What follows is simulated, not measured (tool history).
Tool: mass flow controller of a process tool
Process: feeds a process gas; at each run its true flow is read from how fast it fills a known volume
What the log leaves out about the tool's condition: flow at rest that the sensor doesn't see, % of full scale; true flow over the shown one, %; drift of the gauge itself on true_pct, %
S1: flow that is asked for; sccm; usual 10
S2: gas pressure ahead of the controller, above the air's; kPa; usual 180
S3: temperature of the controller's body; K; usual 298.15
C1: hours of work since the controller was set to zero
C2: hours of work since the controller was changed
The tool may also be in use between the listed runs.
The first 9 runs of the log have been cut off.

run 10 hour=548.5 | S1=9 S2=226 S3=298.15 | C1=1194 C2=1194 | true_flow_(%)=99.88
run 11 hour=618.7 | S1=9 S2=226 S3=298.15 | C1=1248 C2=1248 | true_flow_(%)=99.86
run 12 hour=686.7 | S1=10 S2=180 S3=312.15 | C1=1301 C2=1301 | true_flow_(%)=101.00
run 13 hour=722.5 | S1=10 S2=272 S3=298.15 | C1=1329 C2=1329 | true_flow_(%)=100.51
run 14 hour=804.6 | S1=10 S2=148 S3=298.15 | C1=1392 C2=1392 | true_flow_(%)=99.63
run 15 hour=881.6 | S1=10 S2=148 S3=298.15 | C1=1452 C2=1452 | true_flow_(%)=99.77
run 16 hour=965.7 | S1=10 S2=148 S3=298.15 | C1=1517 C2=1517 | true_flow_(%)=99.84
run 17 hour=1024.7 | S1=10 S2=180 S3=298.15 | C1=1563 C2=1563 | true_flow_(%)=99.99
run 18 hour=1090.8 | S1=10 S2=180 S3=298.15 | C1=1614 C2=1614 | true_flow_(%)=100.08
run 19 hour=1162.2 | S1=10 S2=180 S3=298.15 | C1=1669 C2=1669 | true_flow_(%)=100.31
run 20 hour=1246.2 | S1=10 S2=180 S3=298.15 | C1=1735 C2=1735 | true_flow_(%)=100.40
run 21 hour=1317.2 | S1=10 S2=192 S3=298.15 | C1=1790 C2=1790 | true_flow_(%)=100.61
run 22 hour=1356.3 | S1=10 S2=192 S3=298.15 | C1=1820 C2=1820 | true_flow_(%)=100.64
run 23 hour=1398.8 | S1=10 S2=180 S3=298.15 | C1=1853 C2=1853 | true_flow_(%)=100.68
run 24 hour=1451.2 | S1=10 S2=180 S3=298.15 | C1=1894 C2=1894 | true_flow_(%)=100.66
run 25 hour=1495.5 | S1=19 S2=237 S3=298.15 | C1=1928 C2=1928 | true_flow_(%)=101.93
run 26 hour=1578.1 | S1=8 S2=185 S3=300.15 | C1=1992 C2=1992 | true_flow_(%)=100.87
run 27 hour=1626.5 | S1=8 S2=259 S3=310.15 | C1=2030 C2=2030 | true_flow_(%)=102.50
run 28 hour=1673.1 | S1=2 S2=236 S3=295.15 | C1=2066 C2=2066 | true_flow_(%)=100.26
run 29 hour=1738.0 | S1=11 S2=241 S3=295.15 | C1=2116 C2=2116 | true_flow_(%)=101.23
run 30 hour=1815.4 | S1=10 S2=140 S3=298.15 | C1=2176 C2=2176 | true_flow_(%)=100.79
run 31 hour=1855.2 | S1=7 S2=180 S3=313.15 | C1=2207 C2=2207 | true_flow_(%)=102.47
run 32 hour=1930.9 | S1=4 S2=216 S3=313.15 | C1=2265 C2=2265 | true_flow_(%)=102.37
run 33 hour=1986.0 | S1=4 S2=159 S3=313.15 | C1=2308 C2=2308 | true_flow_(%)=102.16
run 34 hour=2059.3 | S1=3 S2=187 S3=304.15 | C1=2365 C2=2365 | true_flow_(%)=101.36

Predict the results of run 35:
-- hour=2106.4 gauge calibrated
run 35 hour=2110.1 | S1=3 S2=187 S3=304.15 | C1=2404 C2=2404 | true_flow_(%)=?

true flow (%): 98.96
With the hidden condition absent and the run-to-run variation left alone, this run would have shown true flow (%) 98.94.
